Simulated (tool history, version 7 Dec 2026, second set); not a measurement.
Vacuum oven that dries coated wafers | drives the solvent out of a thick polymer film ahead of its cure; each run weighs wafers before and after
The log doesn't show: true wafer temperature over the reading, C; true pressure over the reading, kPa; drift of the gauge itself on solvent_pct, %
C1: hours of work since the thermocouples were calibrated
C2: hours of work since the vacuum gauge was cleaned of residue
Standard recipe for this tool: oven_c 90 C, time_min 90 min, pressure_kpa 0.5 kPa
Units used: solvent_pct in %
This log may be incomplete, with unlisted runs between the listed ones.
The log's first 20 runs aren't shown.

Run 21, hour 1134.9: usual settings but time_min 81 min, pressure_kpa 1.204 kPa; C1 420; C2 798. Result: solvent_pct 2.95 %.
Run 22, hour 1196.7: usual settings but time_min 81 min, pressure_kpa 1.204 kPa; C1 450; C2 829. Result: solvent_pct 2.96 %.
At hour 1202.3: vacuum gauge cleaned of residue and calibrated.
Run 23, hour 1234.9: usual settings but time_min 81 min, pressure_kpa 1.204 kPa; C1 468; C2 16. Result: solvent_pct 3.08 %.
Run 24, hour 1314.9: usual settings but oven_c 103 C, time_min 82 min, pressure_kpa 1.204 kPa; C1 507; C2 55. Result: solvent_pct 1.01 %.
Run 25, hour 1350.7: usual settings but time_min 159 min; C1 524; C2 73. Result: solvent_pct 0.99 %.
Run 26, hour 1438.8: usual settings but time_min 159 min; C1 567; C2 116. Result: solvent_pct 0.93 %.
Run 27, hour 1497.8: usual settings but time_min 159 min; C1 596; C2 144. Result: solvent_pct 0.93 %.
Run 28, hour 1582.8: usual settings but oven_c 92 C, time_min 55 min, pressure_kpa 0.874 kPa; C1 638; C2 186. Result: solvent_pct 4.07 %.
Run 29, hour 1655.6: usual settings but oven_c 92 C, time_min 55 min, pressure_kpa 0.874 kPa; C1 673; C2 222. Result: solvent_pct 3.98 %.
At hour 1699.7: vacuum gauge cleaned of residue and calibrated, once more.
Run 30, hour 1738.7: usual settings but oven_c 84 C, time_min 46 min, pressure_kpa 0.374 kPa; C1 713; C2 19. Result: solvent_pct 6.27 %.
Run 31, hour 1822.6: usual settings but oven_c 92 C, time_min 152 min, pressure_kpa 0.626 kPa; C1 754; C2 60. Result: solvent_pct 0.84 %.
Run 32, hour 1880.8: usual settings but oven_c 92 C, time_min 152 min, pressure_kpa 0.626 kPa; C1 783; C2 89. Result: solvent_pct 0.76 %.
Run 33, hour 1925.9: usual settings but oven_c 98 C, time_min 116 min, pressure_kpa 0.497 kPa; C1 805; C2 111. Result: solvent_pct 0.6 %.
Run 34, hour 1988.2: usual settings but oven_c 98 C, time_min 116 min, pressure_kpa 0.497 kPa; C1 835; C2 141. Result: solvent_pct 0.6 %.
Run 35, hour 2071.6: usual settings but oven_c 98 C, time_min 116 min, pressure_kpa 0.497 kPa; C1 876; C2 182. Result: solvent_pct 0.61 %.
Run 36, hour 2129.8: usual settings but oven_c 98 C, time_min 116 min, pressure_kpa 0.497 kPa; C1 904; C2 210. Result: solvent_pct 0.63 %.
Run 37, hour 2180.5: usual settings but oven_c 98 C, time_min 116 min, pressure_kpa 0.497 kPa; C1 929; C2 235. Result: solvent_pct 0.72 %.

Consider 3 possible next runs. They are alternatives, not a sequence: every one starts from the tool as it was left by run 37. What does each give?
Run A, hour 2223.3: usual settings but oven_c 103 C, time_min 116 min, pressure_kpa 0.348 kPa; C1 950; C2 256. Result: solvent_pct ?.
Run B, hour 2223.3: usual settings but oven_c 98 C, time_min 58 min, pressure_kpa 1.605 kPa; C1 950; C2 256. Result: solvent_pct ?.
Run C, hour 2223.3: usual settings but oven_c 99 C, time_min 118 min, pressure_kpa 0.497 kPa; C1 950; C2 256. Result: solvent_pct ?.

run  solvent_pct
  A         0.26
  B         2.86
  C          0.7
Without the tool's unlogged condition, the same runs would have read:
run  solvent_pct
  A         0.16
  B         2.37
  C         0.53
